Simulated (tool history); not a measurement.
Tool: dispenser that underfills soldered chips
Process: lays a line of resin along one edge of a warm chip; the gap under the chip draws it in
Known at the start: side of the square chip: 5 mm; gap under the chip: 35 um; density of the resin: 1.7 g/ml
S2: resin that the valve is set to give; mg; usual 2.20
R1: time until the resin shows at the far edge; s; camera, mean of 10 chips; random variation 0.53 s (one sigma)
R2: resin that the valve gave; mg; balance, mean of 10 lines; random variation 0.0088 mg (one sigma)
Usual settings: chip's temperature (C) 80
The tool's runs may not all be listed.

run 1 hour=0.0 | chip's_temperature_(C)=80 S2=2.20 | R1=52.4 R2=2.203
-- hour=8.7 new syringe of resin
run 2 hour=9.2 | chip's_temperature_(C)=80 S2=2.20 | R1=41.8 R2=2.206
-- hour=22.4 new syringe of resin
run 3 hour=22.4 | chip's_temperature_(C)=80 S2=2.20 | R1=42.4 R2=2.168
run 4 hour=30.6 | chip's_temperature_(C)=80 S2=2.33 | R1=62.8 R2=2.296
-- hour=35.3 new syringe of resin
run 5 hour=37.8 | chip's_temperature_(C)=80 S2=2.20 | R1=47.0 R2=2.164
run 6 hour=45.9 | chip's_temperature_(C)=80 S2=2.20 | R1=71.6 R2=2.142
-- hour=48.5 new syringe of resin
run 7 hour=54.9 | chip's_temperature_(C)=80 S2=2.20 | R1=56.4 R2=2.152
-- hour=62.2 new syringe of resin
run 8 hour=65.4 | chip's_temperature_(C)=80 S2=2.20 | R1=49.3 R2=2.134
-- hour=75.3 new syringe of resin
run 9 hour=79.7 | chip's_temperature_(C)=68 S2=2.20 | R1=75.6 R2=2.120
-- hour=89.1 new syringe of resin
run 10 hour=89.5 | chip's_temperature_(C)=68 S2=2.20 | R1=61.8 R2=2.108
run 11 hour=97.8 | chip's_temperature_(C)=80 S2=2.20 | R1=64.8 R2=2.088
-- hour=102.1 new syringe of resin
run 12 hour=107.1 | chip's_temperature_(C)=80 S2=2.20 | R1=52.0 R2=2.088
-- hour=113.7 dispensing valve cleaned and set on the balance
-- hour=116.1 new syringe of resin
run 13 hour=116.1 | chip's_temperature_(C)=75 S2=2.20 | R1=47.9 R2=2.200
run 14 hour=124.1 | chip's_temperature_(C)=75 S2=2.20 | R1=71.4 R2=2.182
-- hour=129.1 new syringe of resin
run 15 hour=131.2 | chip's_temperature_(C)=75 S2=2.20 | R1=52.1 R2=2.193
run 16 hour=136.9 | chip's_temperature_(C)=70 S2=2.13 | R1=81.1 R2=2.122
-- hour=143.0 new syringe of resin
run 17 hour=147.8 | chip's_temperature_(C)=78 S2=2.40 | R1=55.0 R2=2.350
-- hour=156.5 new syringe of resin
run 18 hour=160.5 | chip's_temperature_(C)=69 S2=2.31 | R1=70.6 R2=2.259
run 19 hour=168.0 | chip's_temperature_(C)=81 S2=2.10 | R1=73.4 R2=2.046
-- hour=170.2 new syringe of resin
run 20 hour=177.8 | chip's_temperature_(C)=67 S2=2.77 | R1=88.2 R2=2.679
-- hour=184.1 new syringe of resin
run 21 hour=191.8 | chip's_temperature_(C)=80 S2=2.77 | R1=56.8 R2=2.665
-- hour=197.3 new syringe of resin
run 22 hour=203.1 | chip's_temperature_(C)=80 S2=2.77 | R1=52.1 R2=2.638
-- hour=210.6 new syringe of resin
run 23 hour=210.6 | chip's_temperature_(C)=80 S2=2.77 | R1=40.5 R2=2.653
run 24 hour=218.2 | chip's_temperature_(C)=80 S2=2.77 | R1=59.0 R2=2.625
-- hour=224.5 new syringe of resin
run 25 hour=228.4 | chip's_temperature_(C)=80 S2=2.77 | R1=48.9 R2=2.620
-- hour=236.0 dispensing valve cleaned and set on the balance
-- hour=238.5 new syringe of resin
run 26 hour=243.2 | chip's_temperature_(C)=90 S2=2.54 | R1=38.8 R2=2.530
run 27 hour=250.2 | chip's_temperature_(C)=82 S2=2.66 | R1=67.2 R2=2.637
-- hour=252.6 new syringe of resin
run 28 hour=256.3 | chip's_temperature_(C)=87 S2=2.57 | R1=40.1 R2=2.546
-- hour=266.4 new syringe of resin
run 29 hour=268.6 | chip's_temperature_(C)=87 S2=2.57 | R1=36.0 R2=2.504
-- hour=279.5 new syringe of resin
run 30 hour=282.2 | chip's_temperature_(C)=87 S2=2.57 | R1=38.4 R2=2.529

Measured less the same run without the tool's hidden state. The same run-to-run variation is in both; the gauge's scatter may not be:
The hidden state here: resin's viscosity, % of fresh resin's; dose that the valve gives, % of what is set; true chip temperature over the reading, C; drift of the gauge itself on fill_s, %; drift of the gauge itself on given_mg, %.
run=1 R1=+8.5 R2=+0.001
run=2 R1=-0.8 R2=-0.008
run=3 R1=-2.1 R2=-0.022
run=4 R1=+19.3 R2=-0.032
run=5 R1=+3.1 R2=-0.038
run=6 R1=+27.3 R2=-0.046
run=7 R1=+13.4 R2=-0.055
run=8 R1=+5.6 R2=-0.066
run=9 R1=+13.4 R2=-0.083
run=10 R1=-1.0 R2=-0.093
run=11 R1=+21.9 R2=-0.102
run=12 R1=+9.1 R2=-0.111
run=13 R1=-2.3 R2=-0.004
run=14 R1=+21.9 R2=-0.013
run=15 R1=+1.7 R2=-0.020
run=16 R1=+22.3 R2=-0.025
run=17 R1=+9.0 R2=-0.040
run=18 R1=+9.4 R2=-0.052
run=19 R1=+30.3 R2=-0.056
run=20 R1=+25.2 R2=-0.087
run=21 R1=+15.1 R2=-0.105
run=22 R1=+10.2 R2=-0.120
run=23 R1=-2.5 R2=-0.130
run=24 R1=+16.4 R2=-0.140
run=25 R1=+7.1 R2=-0.154
run=26 R1=+6.6 R2=-0.002
run=27 R1=+28.3 R2=-0.012
run=28 R1=+4.5 R2=-0.017
run=29 R1=+1.6 R2=-0.034
run=30 R1=+3.4 R2=-0.051
